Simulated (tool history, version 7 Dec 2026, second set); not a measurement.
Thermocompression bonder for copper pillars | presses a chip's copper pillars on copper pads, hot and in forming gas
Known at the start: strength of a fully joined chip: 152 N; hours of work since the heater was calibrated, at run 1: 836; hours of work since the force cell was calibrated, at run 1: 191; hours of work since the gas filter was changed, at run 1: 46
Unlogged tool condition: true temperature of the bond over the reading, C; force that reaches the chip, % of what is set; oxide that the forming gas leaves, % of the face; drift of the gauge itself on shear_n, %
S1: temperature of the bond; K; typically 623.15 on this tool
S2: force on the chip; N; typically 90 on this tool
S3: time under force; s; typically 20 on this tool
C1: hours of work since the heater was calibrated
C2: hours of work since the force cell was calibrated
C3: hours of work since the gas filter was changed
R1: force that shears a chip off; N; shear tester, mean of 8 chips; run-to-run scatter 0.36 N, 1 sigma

run,hour,S1,S2,S3,C1,C2,C3,R1
1,0.0,623.15,90,20,836,191,46,63.4
2,26.5,623.15,90,20,848,203,58,62.7
3,53.5,623.15,90,20,861,216,71,62.5
4,68.1,623.15,90,20,867,223,77,61.9
5,94.7,623.15,90,20,880,235,90,62.2
6,116.9,623.15,90,40,890,245,100,80.1
7,144.1,623.15,90,40,903,258,113,80.2
8,162.4,623.15,90,40,911,267,121,79.4
9,192.2,623.15,90,40,925,281,135,79.2
10,216.3,623.15,90,40,937,292,147,79.1
11,236.4,623.15,90,40,946,301,156,79.1
12,261.0,649.15,90,40,957,313,167,93.4
13,282.9,605.15,96,20,968,323,178,56.7
14,305.2,597.15,90,22,978,333,188,51.7
15,336.6,615.15,90,22,993,348,203,60.4
# hour 348.7: forming gas filter changed
16,352.2,615.15,105,28,1000,355,2,76.4
17,373.0,612.15,90,55,1009,365,11,80.9
18,398.9,623.15,120,34,1021,377,23,94.9
19,427.7,623.15,120,34,1035,390,37,95.7
20,444.4,623.15,66,20,1043,398,45,44.0
21,465.0,603.15,89,16,1052,407,54,46.9
22,478.6,603.15,89,16,1059,414,61,47.0
23,504.0,614.15,107,31,1070,426,72,79.1

Hidden condition of the tool, last listed run before each entry between runs versus first listed run after:
Runs 15 to 16: forming gas filter changed (hour 348.7)
  oxide that the forming gas leaves, % of the face: 0.99 -> 0.5; drift of the gauge itself on shear_n, %: -1.87 -> -1.95
  measured value less the no-hidden-state value, R1: -1.3 -> -1.3 N
